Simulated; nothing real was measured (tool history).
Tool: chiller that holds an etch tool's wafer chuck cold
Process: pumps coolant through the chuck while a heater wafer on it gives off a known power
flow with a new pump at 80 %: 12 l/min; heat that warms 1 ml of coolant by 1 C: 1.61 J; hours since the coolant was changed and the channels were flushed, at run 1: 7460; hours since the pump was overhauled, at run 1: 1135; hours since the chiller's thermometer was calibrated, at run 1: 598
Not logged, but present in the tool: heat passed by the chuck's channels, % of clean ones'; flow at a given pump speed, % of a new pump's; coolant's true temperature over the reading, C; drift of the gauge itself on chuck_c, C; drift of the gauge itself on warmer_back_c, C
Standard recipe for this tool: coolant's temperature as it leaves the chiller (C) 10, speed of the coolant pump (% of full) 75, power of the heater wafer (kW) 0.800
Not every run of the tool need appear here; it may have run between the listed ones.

run	hour	coolant's temperature as it leaves the chiller (C)	speed of the coolant pump (% of full)	power of the heater wafer (kW)	hours since the coolant was changed and the channels were flushed	hours since the pump was overhauled	hours since the chiller's thermometer was calibrated	chuck's temperature once it has settled (C)	how much warmer the coolant comes back (C)
1	0.0	10	75	0.800	7460	1135	598	16.3	2.69
2	29.5	10	75	0.800	7489	1165	628	16.3	2.64
3	58.6	10	75	0.800	7519	1194	657	16.4	2.60
4	99.5	17	75	0.800	7559	1235	698	23.4	2.64
5	142.5	10	75	0.800	7602	1278	741	16.1	2.63
6	171.1	10	75	0.800	7631	1306	770	16.3	2.62
7	203.7	10	75	1.085	7664	1339	802	18.4	3.59
8	234.7	10	75	0.800	7695	1370	833	16.2	2.64
9	266.8	10	75	1.091	7727	1402	865	18.5	3.59
10	295.5	10	75	1.091	7755	1431	894	18.3	3.57
11	340.4	10	75	1.091	7800	1476	939	18.6	3.65
12	383.8	1	81	0.686	7844	1519	982	5.8	2.06
13	427.1	9	86	0.564	7887	1562	1026	13.1	1.60
14	471.1	9	86	0.564	7931	1606	1070	13.2	1.56
15	519.8	10	61	0.800	7980	1655	1118	17.0	3.18
16	565.5	10	61	0.800	8025	1701	1164	17.2	3.14
17	591.0	13	85	0.544	8051	1726	1189	17.0	1.49

Below are 4 alternative next runs, each starting from the tool's condition after run 17. Predict each:
A	636.3	7	86	1.096	8096	1772	1235	?	?
B	636.3	3	79	0.800	8096	1772	1235	?	?
C	636.3	10	81	0.800	8096	1772	1235	?	?
D	636.3	10	78	0.800	8096	1772	1235	?	?

run	chuck's temperature once it has settled (C)	how much warmer the coolant comes back (C)
A	14.7	3.03
B	8.9	2.44
C	15.9	2.37
D	16.2	2.43
Had the tool no hidden state, the same runs would have come out as:
run	chuck's temperature once it has settled (C)	how much warmer the coolant comes back (C)
A	14.7	3.13
B	8.9	2.54
C	15.9	2.47
D	16.2	2.53

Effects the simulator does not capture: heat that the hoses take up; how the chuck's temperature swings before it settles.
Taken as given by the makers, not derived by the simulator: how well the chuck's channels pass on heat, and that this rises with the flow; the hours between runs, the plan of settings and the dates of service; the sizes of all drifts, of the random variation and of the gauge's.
